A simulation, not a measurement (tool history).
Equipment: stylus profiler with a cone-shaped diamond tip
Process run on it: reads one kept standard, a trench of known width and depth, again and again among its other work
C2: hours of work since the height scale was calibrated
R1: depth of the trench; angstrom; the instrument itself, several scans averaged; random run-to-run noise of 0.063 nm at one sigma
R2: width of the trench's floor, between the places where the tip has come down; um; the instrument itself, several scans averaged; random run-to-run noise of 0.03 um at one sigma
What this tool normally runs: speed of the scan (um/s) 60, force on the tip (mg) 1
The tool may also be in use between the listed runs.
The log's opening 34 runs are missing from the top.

Run 35, hour 600.3: usual settings but speed of the scan (um/s) 139, force on the tip (mg) 1.47; scans with this tip 2915; C2 45. Result: R1 2008.4 angstrom, R2 17.33 um.
Run 36, hour 614.3: usual settings but speed of the scan (um/s) 139, force on the tip (mg) 1.47; scans with this tip 2965; C2 53. Result: R1 2010.2 angstrom, R2 17.29 um.
Run 37, hour 630.1: usual settings but speed of the scan (um/s) 139, force on the tip (mg) 1.47; scans with this tip 3022; C2 62. Result: R1 2009.3 angstrom, R2 17.34 um.
Run 38, hour 641.6: usual settings but speed of the scan (um/s) 139, force on the tip (mg) 1.47; scans with this tip 3062; C2 68. Result: R1 2009.4 angstrom, R2 17.32 um.
Run 39, hour 653.5: usual settings but speed of the scan (um/s) 18, force on the tip (mg) 1.77; scans with this tip 3105; C2 75. Result: R1 2009.6 angstrom, R2 17.59 um.
Run 40, hour 663.7: usual settings but force on the tip (mg) 0.96; scans with this tip 3141; C2 80. Result: R1 2006.8 angstrom, R2 17.47 um.
Run 41, hour 679.7: usual settings but speed of the scan (um/s) 35, force on the tip (mg) 0.76; scans with this tip 3198; C2 89. Result: R1 2004.8 angstrom, R2 17.49 um.
Run 42, hour 691.4: usual settings but speed of the scan (um/s) 73; scans with this tip 3240; C2 96. Result: R1 2006.7 angstrom, R2 17.4 um.
Run 43, hour 702.5: usual settings but speed of the scan (um/s) 18, force on the tip (mg) 2.69; scans with this tip 3280; C2 102. Result: R1 2012.9 angstrom, R2 17.63 um.
Run 44, hour 712.8: usual settings but speed of the scan (um/s) 136, force on the tip (mg) 0.38; scans with this tip 3316; C2 108. Result: R1 2002.3 angstrom, R2 16.85 um.

4 ways to go on from here, each from the tool as it stands after run 44. What would each give?
Run A, hour 734.6: usual settings but speed of the scan (um/s) 137, force on the tip (mg) 1.33; scans with this tip 3394; C2 120. Result: R1 ?, R2 ?.
Run B, hour 734.6: usual settings but speed of the scan (um/s) 108, force on the tip (mg) 0.62; scans with this tip 3394; C2 120. Result: R1 ?, R2 ?.
Run C, hour 734.6: usual settings but speed of the scan (um/s) 175, force on the tip (mg) 2.23; scans with this tip 3394; C2 120. Result: R1 ?, R2 ?.
Run D, hour 734.6: usual settings but speed of the scan (um/s) 21, force on the tip (mg) 0.38; scans with this tip 3394; C2 120. Result: R1 ?, R2 ?.

run      R1     R2
  A  2008.2  17.17
  B  2003.2  17.13
  C  2011.9   17.2
  D    2002   17.5
Without the tool's unlogged condition, the same runs would have read:
run      R1     R2
  A  2010.3  17.58
  B  2005.4  17.54
  C    2014  17.61
  D  2004.2  17.91
